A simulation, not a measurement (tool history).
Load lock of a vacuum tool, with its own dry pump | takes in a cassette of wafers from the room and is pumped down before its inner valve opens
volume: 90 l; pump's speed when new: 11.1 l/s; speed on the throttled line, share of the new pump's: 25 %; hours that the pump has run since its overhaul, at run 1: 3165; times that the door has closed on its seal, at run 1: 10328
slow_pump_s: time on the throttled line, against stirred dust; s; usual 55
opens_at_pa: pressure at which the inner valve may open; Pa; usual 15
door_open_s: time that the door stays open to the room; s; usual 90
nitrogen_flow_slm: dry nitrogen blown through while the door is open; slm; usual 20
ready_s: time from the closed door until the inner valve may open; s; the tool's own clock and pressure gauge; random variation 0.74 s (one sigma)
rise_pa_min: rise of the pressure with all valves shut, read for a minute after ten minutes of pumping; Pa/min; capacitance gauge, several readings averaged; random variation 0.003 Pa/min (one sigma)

run,hour,slow_pump_s,opens_at_pa,door_open_s,nitrogen_flow_slm,hours that the pump has run since its overhaul,times that the door has closed on its seal,"incoming humidity of the room's air, %",ready_s,rise_pa_min
1,0,55,15,90,20,3165,10328,43.9,112.8,0.089
2,109.2,35,15,90,20,3274,10471,44.2,97,0.088
3,197.8,35,10,90,20,3362,10587,44.6,102.6,0.098
4,344.8,35,10,90,20,3509,10780,40.5,102.1,0.096
5,433.4,35,10,90,20,3598,10896,43.5,102.4,0.099
6,519,55,15,90,20,3684,11009,45.1,112.8,0.102
7,666.2,55,15,90,20,3831,11202,45.7,114.3,0.105
8,829.1,55,15,90,20,3994,11415,44.2,114.8,0.107
9,941.5,55,15,90,20,4106,11563,46.3,114.5,0.108
10,1043.1,55,15,90,20,4208,11696,46.6,114.1,0.114
11,1139.4,55,20,90,20,4304,11822,44.8,110.8,0.109
12,1255.3,55,15,90,20,4420,11974,43.7,114.4,0.117
13,1386.7,55,15,90,20,4551,12147,43.9,115.2,0.116
14,1522.4,55,15,90,20,4687,12324,44.8,113.7,0.109
15,1692.8,55,15,90,20,4857,12548,49.2,116,0.122
16,1811,55,15,90,20,4976,12703,47.3,114.7,0.119
17,1892.7,37,15,90,20,5057,12810,46.9,101.8,0.122
18,1968.6,37,15,66,20,5133,12910,47.3,100.8,0.129
19,2073,37,15,66,20,5238,13047,44.9,102.7,0.129
20,2160.1,37,11,66,6,5325,13161,44.8,103.7,0.131
21,2298.4,37,11,66,6,5463,13342,42,103.7,0.128
22,2379.8,37,11,66,6,5544,13449,46.4,104.2,0.14
23,2547.1,63,17,28,20,5712,13668,43.5,120.6,0.122
24,2652.4,63,11,28,20,5817,13806,45.2,125,0.131
25,2825.4,63,11,35,20,5990,14033,43.7,122.9,0.133
26,2940.8,55,15,97,12,6105,14185,45.4,117.1,0.149
27,3026,55,15,70,12,6191,14296,44.5,115.4,0.138
28,3155.8,55,16,90,20,6320,14467,45,113.9,0.145
29,3276.6,46,24,110,4,6441,14625,45.6,105,0.152
30,3415.3,35,15,163,44,6580,14807,41.9,100.1,0.14
31,3521,35,15,163,44,6686,14945,41.7,102.7,0.147
32,3677.6,55,25,90,20,6842,15151,44.5,111.3,0.156
33,3762.1,55,25,90,20,6927,15262,42.4,110.2,0.152
34,3910.5,64,11,40,32,7075,15456,47.2,125.8,0.151
35,4036.8,101,16,142,23,7201,15622,45.8,149.1,0.16
36,4113.6,101,12,142,23,7278,15723,47.8,149.8,0.169

The same runs without the tool's hidden state, with the same run-to-run variation:
The hidden state here: pump's speed, % of a new pump's; leak at the door's seal, Pa l/s; drift of the gauge itself on ready_s, %; drift of the gauge itself on rise_pa_min, %.
run,ready_s,rise_pa_min
1,112.1,0.012
2,96.2,0.01
3,101.7,0.018
4,101.1,0.015
5,101.3,0.015
6,111.8,0.015
7,113.2,0.017
8,113.6,0.017
9,113.2,0.016
10,112.8,0.021
11,109.5,0.014
12,112.9,0.02
13,113.7,0.019
14,112,0.01
15,114.2,0.02
16,112.8,0.016
17,99.7,0.016
18,98.7,0.022
19,100.5,0.017
20,101.4,0.021
21,101.3,0.017
22,101.7,0.027
23,118.3,0.006
24,122.5,0.015
25,120.4,0.015
26,114.5,0.023
27,112.7,0.013
28,111.2,0.018
29,102.2,0.024
30,96.9,0.009
31,99.3,0.014
32,108.4,0.019
33,107.3,0.015
34,122.4,0.012
35,146.4,0.015
36,147,0.024
